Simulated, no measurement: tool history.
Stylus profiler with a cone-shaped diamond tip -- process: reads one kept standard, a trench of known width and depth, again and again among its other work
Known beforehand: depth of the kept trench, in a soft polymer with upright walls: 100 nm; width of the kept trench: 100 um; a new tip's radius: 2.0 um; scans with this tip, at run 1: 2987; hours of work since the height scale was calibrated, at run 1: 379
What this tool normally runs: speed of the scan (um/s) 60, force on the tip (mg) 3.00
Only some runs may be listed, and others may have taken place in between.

run,hour,speed of the scan (um/s),force on the tip (mg),scans with this tip,hours of work since the height scale was calibrated,depth of the trench (nm),width of the trench's floor (µm)
1,0.0,60,3.00,2987,379,101.33,98.33
2,29.7,60,3.00,3101,394,101.44,98.30
3,65.6,60,4.76,3239,411,101.83,98.42
4,100.5,60,4.76,3372,428,101.88,98.39
5,133.9,60,4.76,3501,445,101.87,98.38
6,151.9,203,3.00,3570,453,101.46,97.54
7,191.7,203,3.00,3722,473,101.41,97.54
8,227.6,203,3.00,3860,490,101.50,97.48
9,245.7,203,3.00,3929,499,101.46,97.48
10,269.5,203,3.00,4021,511,101.55,97.56
11,296.3,19,3.00,4124,524,101.49,98.62
12,314.4,19,3.00,4193,533,101.49,98.56
13,346.3,60,3.00,4316,548,101.56,98.33
14,376.1,60,3.39,4430,563,101.61,98.34
15,398.5,60,3.39,4516,574,101.72,98.36
16,419.6,60,3.97,4597,584,101.87,98.37
17,460.1,60,4.12,4752,604,101.68,98.41
18,502.5,60,4.12,4915,624,101.90,98.33
19,544.4,60,4.12,5076,645,101.93,98.35
20,568.6,60,3.00,5169,657,101.58,98.30
21,610.4,60,3.00,5329,677,101.58,98.31
22,645.8,60,3.00,5464,694,101.52,98.36
# hour 649.8: height scale calibrated on a step standard
23,666.3,60,3.00,5542,8,101.82,98.27
24,708.3,45,6.99,5703,29,102.65,98.47
25,736.5,212,5.07,5811,42,102.16,97.72
26,760.2,212,5.07,5902,54,102.22,97.73
27,784.8,212,5.07,5996,66,102.17,97.70
28,802.9,60,4.01,6066,75,101.91,98.37
29,827.8,60,4.01,6161,87,101.92,98.33
30,854.5,42,2.84,6263,100,101.67,98.40
31,881.5,68,2.84,6367,113,101.67,98.23
# hour 898.8: height scale calibrated on a step standard, once more
32,914.6,68,2.84,6492,8,101.24,98.23
33,953.3,166,4.78,6641,27,101.68,97.81
34,974.0,20,4.23,6720,37,101.51,98.50
35,1007.0,17,2.60,6847,53,101.11,98.49
36,1045.9,56,6.80,6996,72,102.10,98.40
37,1072.5,21,8.23,7098,85,102.46,98.50
38,1107.2,21,8.23,7231,102,102.36,98.52
39,1144.0,39,8.23,7372,119,102.48,98.49
40,1164.3,66,3.27,7450,129,101.33,98.22
41,1204.6,60,5.13,7605,149,101.73,98.33
42,1224.7,33,3.27,7682,159,101.33,98.42
43,1266.4,41,3.00,7842,179,101.16,98.38
44,1284.6,25,2.64,7911,188,101.24,98.47
45,1304.8,25,2.64,7989,198,101.34,98.46

Below are 5 alternative next runs, each starting from the tool's condition after run 45. Predict each:
A,1336.2,25,7.47,8109,213,?,?
B,1336.2,24,6.02,8109,213,?,?
C,1336.2,125,1.65,8109,213,?,?
D,1336.2,25,2.18,8109,213,?,?
E,1336.2,16,4.08,8109,213,?,?

run,depth of the trench (nm),width of the trench's floor (µm)
A,102.37,98.58
B,101.98,98.44
C,100.94,97.63
D,101.27,98.49
E,101.59,98.53
With the hidden condition removed and each run's random variation left untouched, the same runs would have given:
run,depth of the trench (nm),width of the trench's floor (µm)
A,102.24,98.72
B,101.85,98.59
C,100.81,97.78
D,101.14,98.64
E,101.45,98.68
